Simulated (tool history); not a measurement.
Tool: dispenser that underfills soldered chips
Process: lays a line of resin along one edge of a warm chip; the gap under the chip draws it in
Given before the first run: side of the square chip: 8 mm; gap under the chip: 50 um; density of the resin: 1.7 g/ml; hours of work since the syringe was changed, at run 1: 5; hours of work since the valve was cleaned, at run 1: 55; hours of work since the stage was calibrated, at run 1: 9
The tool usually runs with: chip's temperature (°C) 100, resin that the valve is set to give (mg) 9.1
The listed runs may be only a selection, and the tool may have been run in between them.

run	day	chip's temperature (°C)	resin that the valve is set to give (mg)	hours of work since the syringe was changed	hours of work since the valve was cleaned	hours of work since the stage was calibrated	time until the resin shows at the far edge (s)	resin that the valve gave (mg)
1	0	100	9.1	5	55	9	76.8	8.65
2	0.117	100	9.1	7	57	11	82.2	8.51
3	0.246	100	9.1	9	59	13	86.8	8.39
# day 0.375: new syringe of resin
4	0.404	97	9.1	0	61	15	72.6	8.5
5	0.546	100	7.9	3	64	18	72.3	7.44
6	0.662	100	7.9	5	66	20	78.9	7.38
7	0.804	100	7.9	7	68	22	85.4	7.3
8	0.983	100	7.9	10	71	25	95.5	7.32
# day 1.058: new syringe of resin
9	1.079	100	9.1	0	72	26	66.5	8.38
10	1.267	100	9.1	3	75	29	73.5	8.31
11	1.442	100	8.08	6	78	32	83.8	7.46
12	1.55	108	9.1	8	80	34	64.8	8.29
13	1.65	108	9.1	9	81	35	67.3	8.4
# day 1.746: new syringe of resin
14	1.829	100	7.92	1	84	38	71.8	7.2
15	2.012	100	7.92	4	87	41	79	7.27
16	2.096	115	9.8	6	88	42	46.4	9.01
17	2.262	105	7.87	8	91	45	76.1	7.2
# day 2.421: new syringe of resin
18	2.462	94	9.68	1	94	48	85.1	8.81
19	2.646	94	9.68	4	97	51	93.5	8.73
20	2.792	91	11.18	6	99	53	115.5	10.08

Estimate the outcome of run 21 from the log above:
21	2.975	88	11.16	9	102	56	?	?

time until the resin shows at the far edge (s): 142.7
resin that the valve gave (mg): 10.05
Had the tool carried no hidden state, the very same run would have given time until the resin shows at the far edge (s) 103, resin that the valve gave (mg) 11.2.
